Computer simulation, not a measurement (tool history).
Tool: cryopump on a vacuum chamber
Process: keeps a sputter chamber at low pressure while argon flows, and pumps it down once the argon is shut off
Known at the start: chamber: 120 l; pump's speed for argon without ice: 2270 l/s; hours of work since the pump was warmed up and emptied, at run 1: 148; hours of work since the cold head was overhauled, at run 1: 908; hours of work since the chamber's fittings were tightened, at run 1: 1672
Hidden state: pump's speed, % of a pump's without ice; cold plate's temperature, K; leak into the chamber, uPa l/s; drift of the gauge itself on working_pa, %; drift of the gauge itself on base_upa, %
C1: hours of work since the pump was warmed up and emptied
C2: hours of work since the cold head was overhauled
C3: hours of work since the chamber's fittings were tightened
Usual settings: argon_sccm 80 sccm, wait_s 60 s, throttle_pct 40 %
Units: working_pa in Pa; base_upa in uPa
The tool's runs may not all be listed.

run 1 day=0.000 | argon_sccm=80 wait_s=60 throttle_pct=40 | C1=148 C2=908 C3=1672 | working_pa=0.1540 base_upa=1.20
run 2 day=1.825 | argon_sccm=80 wait_s=60 throttle_pct=40 | C1=174 C2=934 C3=1698 | working_pa=0.1564 base_upa=1.29
run 3 day=4.583 | argon_sccm=80 wait_s=60 throttle_pct=40 | C1=213 C2=973 C3=1737 | working_pa=0.1575 base_upa=1.29
run 4 day=6.154 | argon_sccm=80 wait_s=60 throttle_pct=40 | C1=235 C2=996 C3=1759 | working_pa=0.1583 base_upa=1.28
run 5 day=7.633 | argon_sccm=80 wait_s=253 throttle_pct=40 | C1=256 C2=1017 C3=1780 | working_pa=0.1578 base_upa=1.01
run 6 day=10.350 | argon_sccm=80 wait_s=253 throttle_pct=40 | C1=295 C2=1055 C3=1819 | working_pa=0.1622 base_upa=1.10
run 7 day=12.867 | argon_sccm=80 wait_s=253 throttle_pct=40 | C1=331 C2=1091 C3=1854 | working_pa=0.1630 base_upa=1.06
run 8 day=14.488 | argon_sccm=80 wait_s=253 throttle_pct=40 | C1=354 C2=1114 C3=1877 | working_pa=0.1626 base_upa=1.18
-- day=15.621 pump warmed up, emptied and cooled again
run 9 day=17.342 | argon_sccm=80 wait_s=253 throttle_pct=40 | C1=24 C2=1152 C3=1915 | working_pa=0.1513 base_upa=0.99
run 10 day=19.646 | argon_sccm=80 wait_s=253 throttle_pct=40 | C1=57 C2=1184 C3=1948 | working_pa=0.1524 base_upa=1.02
run 11 day=22.167 | argon_sccm=80 wait_s=253 throttle_pct=40 | C1=93 C2=1220 C3=1984 | working_pa=0.1540 base_upa=1.08
run 12 day=25.446 | argon_sccm=80 wait_s=60 throttle_pct=27 | C1=140 C2=1267 C3=2030 | working_pa=0.2274 base_upa=1.36
run 13 day=26.954 | argon_sccm=80 wait_s=60 throttle_pct=27 | C1=161 C2=1288 C3=2052 | working_pa=0.2283 base_upa=1.46
run 14 day=29.483 | argon_sccm=80 wait_s=60 throttle_pct=40 | C1=197 C2=1324 C3=2088 | working_pa=0.1572 base_upa=1.41
run 15 day=31.858 | argon_sccm=80 wait_s=60 throttle_pct=40 | C1=231 C2=1358 C3=2121 | working_pa=0.1583 base_upa=1.46
run 16 day=34.221 | argon_sccm=80 wait_s=60 throttle_pct=40 | C1=264 C2=1392 C3=2155 | working_pa=0.1604 base_upa=1.49
run 17 day=36.288 | argon_sccm=80 wait_s=60 throttle_pct=40 | C1=294 C2=1421 C3=2184 | working_pa=0.1619 base_upa=1.58

Run 18 comes next. What will it give?
run 18 day=38.412 | argon_sccm=62 wait_s=60 throttle_pct=57 | C1=324 C2=1451 C3=2215 | working_pa=? base_upa=?

working_pa: 0.0918 Pa
base_upa: 1.61 uPa
Without the tool's hidden state the same run would have given working_pa 0.0813 Pa, base_upa 0.52 uPa.

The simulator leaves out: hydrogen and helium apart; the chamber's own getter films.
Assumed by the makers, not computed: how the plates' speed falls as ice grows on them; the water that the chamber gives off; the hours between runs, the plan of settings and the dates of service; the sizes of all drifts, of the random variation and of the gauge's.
